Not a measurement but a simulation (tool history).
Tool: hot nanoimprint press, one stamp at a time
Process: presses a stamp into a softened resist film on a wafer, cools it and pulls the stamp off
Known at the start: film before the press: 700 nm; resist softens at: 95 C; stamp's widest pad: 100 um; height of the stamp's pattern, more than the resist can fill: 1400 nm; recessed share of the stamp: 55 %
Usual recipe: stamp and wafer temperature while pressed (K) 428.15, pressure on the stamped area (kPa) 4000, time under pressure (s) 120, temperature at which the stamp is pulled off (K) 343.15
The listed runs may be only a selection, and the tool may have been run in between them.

run,hour,stamp and wafer temperature while pressed (K),pressure on the stamped area (kPa),time under pressure (s),temperature at which the stamp is pulled off (K),resist left under the stamp's widest pad (angstrom),greatest force while the stamp is pulled off (N)
1,0,428.15,4000,120,343.15,3836,172
2,32.9,428.15,4000,120,343.15,3819,174
3,70.6,428.15,4000,120,343.15,3792,178
4,87.9,428.15,4000,120,351.15,3830,160
5,107.3,428.15,4000,120,348.15,3774,169
6,136.6,428.15,4000,120,348.15,3790,172
7,162.8,428.15,4000,120,348.15,3788,173
# hour 191.6: stamp cleaned and given a new release coat
8,194.7,428.15,4000,120,336.15,3765,187
9,217.9,428.15,3780,120,336.15,3840,187
10,237.6,428.15,3780,120,336.15,3857,190
# hour 246.6: plate thermocouple calibrated
11,270.6,428.15,4000,236,343.15,2816,174
12,304.6,428.15,4000,236,343.15,2778,177
13,335.7,428.15,4000,236,343.15,2784,181
# hour 353: plate thermocouple calibrated, once more
14,372.7,428.15,4000,236,343.15,3125,187
# hour 388.7: stamp cleaned and given a new release coat
15,402.6,428.15,4000,236,343.15,3139,175
16,420.1,440.15,6300,120,343.15,1553,178
17,454.3,428.15,4000,120,351.15,3979,159
18,480.2,428.15,2830,90,351.15,4816,162
19,517.1,429.15,4000,120,337.15,3710,198
20,539.8,428.15,2500,120,336.15,4593,200
21,557.8,428.15,2500,121,336.15,4583,203
# hour 580.8: stamp cleaned and given a new release coat
22,583.2,431.15,3770,110,343.15,3487,172
23,601.7,431.15,3770,110,343.15,3458,173
24,627.7,428.15,3310,120,343.15,4156,176
25,656.6,428.15,5380,104,343.15,3656,180
26,686.4,428.15,5380,104,343.15,3648,180
# hour 723.7: press's hydraulic seals changed and the load cell set to zero
27,730.8,422.15,3220,120,348.15,5347,169
28,759.5,425.15,4000,72,343.15,5093,184
# hour 779.9: stamp cleaned and given a new release coat
29,799,427.15,4000,120,337.15,3965,186
30,830.7,424.15,4000,61,343.15,5440,173

Predict each of these 4 candidate next runs independently; none follows another, all start after run 30:
A,869.7,428.15,4110,120,343.15,?,?
B,869.7,430.15,3900,61,343.15,?,?
C,869.7,424.15,6080,61,351.15,?,?
D,869.7,428.15,3290,121,329.15,?,?

run,resist left under the stamp's widest pad (angstrom),greatest force while the stamp is pulled off (N)
A,3677,177
B,4216,178
C,4846,160
D,4008,212
Had the tool no hidden state, the same runs would have come out as:
run,resist left under the stamp's widest pad (angstrom),greatest force while the stamp is pulled off (N)
A,3891,172
B,4425,173
C,5056,155
D,4226,206
